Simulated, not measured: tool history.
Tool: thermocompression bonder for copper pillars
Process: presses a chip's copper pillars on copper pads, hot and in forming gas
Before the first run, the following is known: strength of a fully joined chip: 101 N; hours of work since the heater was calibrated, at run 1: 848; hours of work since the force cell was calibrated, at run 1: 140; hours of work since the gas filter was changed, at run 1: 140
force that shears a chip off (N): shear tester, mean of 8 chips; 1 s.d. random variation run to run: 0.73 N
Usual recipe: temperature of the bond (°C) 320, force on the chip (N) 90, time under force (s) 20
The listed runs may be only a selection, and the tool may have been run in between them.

run,hour,temperature of the bond (°C),force on the chip (N),time under force (s),hours of work since the heater was calibrated,hours of work since the force cell was calibrated,hours of work since the gas filter was changed,force that shears a chip off (N)
1,0,320,90,20,848,140,140,50.2
2,28.8,320,90,20,870,162,162,49.5
3,41.1,308,90,20,879,171,171,44.9
4,57.1,308,90,20,891,183,183,44.2
5,78.9,320,99,20,907,200,200,51.5
6,91.5,320,99,20,917,209,209,53
7,107,320,99,20,929,221,221,51.6
8,135.1,320,99,20,950,242,242,51.3
9,157.8,320,90,20,967,259,259,49.5
10,173.3,320,110,20,979,271,271,53.2
11,193.8,320,110,20,994,286,286,54.1
12,209.9,345,90,20,1006,299,299,62
13,237.8,345,90,20,1027,320,320,63.1
14,258.1,345,90,20,1043,335,335,59.8
# hour 279.2: forming gas filter changed
15,284.6,320,108,20,1062,354,4,57
16,298.9,305,90,20,1073,365,15,43.2
17,312.1,305,90,20,1083,375,25,42.8
18,337.9,305,58,20,1102,395,44,33.5
# hour 341: force cell calibrated
19,353.7,305,58,20,1113,10,55,32.4
20,374.9,305,58,20,1129,26,71,32.6
21,398.8,320,60,36,1147,44,89,50.4
22,422.8,320,60,36,1165,62,107,50.5
23,437.5,316,111,15,1176,73,118,47.4
# hour 458.6: force cell calibrated, once more
24,459.7,316,74,17,1192,1,134,40.2
25,479.9,316,74,17,1207,16,149,41.1
26,496.8,320,61,17,1220,29,162,38.2
27,512.8,298,95,39,1232,41,174,50.3
28,538.4,298,95,39,1251,60,193,50.5
29,562.4,298,95,39,1269,78,211,49.9
30,586.3,298,95,39,1287,96,229,49.9
31,604.5,305,90,20,1301,110,243,40.7
32,617.6,322,90,43,1311,120,253,61.5
33,643.6,291,135,15,1330,139,272,39.8
34,657.5,291,135,15,1341,150,283,38.9
35,682.5,331,88,18,1360,169,302,52.1
36,709.4,331,114,19,1380,189,322,58.9
37,726.8,295,64,34,1393,202,335,35.6
38,743.3,295,64,34,1406,215,348,36.3
# hour 746.8: forming gas filter changed
39,764.4,314,69,31,1421,230,13,47.6
40,791.7,349,120,58,1442,251,34,90

4 ways to go on from here, each from the tool as it stands after run 40. What would each give?
A,819.9,349,90,58,1463,272,55,?
B,819.9,349,64,20,1463,272,55,?
C,819.9,320,67,20,1463,272,55,?
D,819.9,330,65,25,1463,272,55,?

run,force that shears a chip off (N)
A,83.1
B,54.8
C,43.7
D,51.3
Stripped of hidden state, with their random variation kept, the same runs would have yielded:
run,force that shears a chip off (N)
A,86.2
B,58
C,46.8
D,54.6

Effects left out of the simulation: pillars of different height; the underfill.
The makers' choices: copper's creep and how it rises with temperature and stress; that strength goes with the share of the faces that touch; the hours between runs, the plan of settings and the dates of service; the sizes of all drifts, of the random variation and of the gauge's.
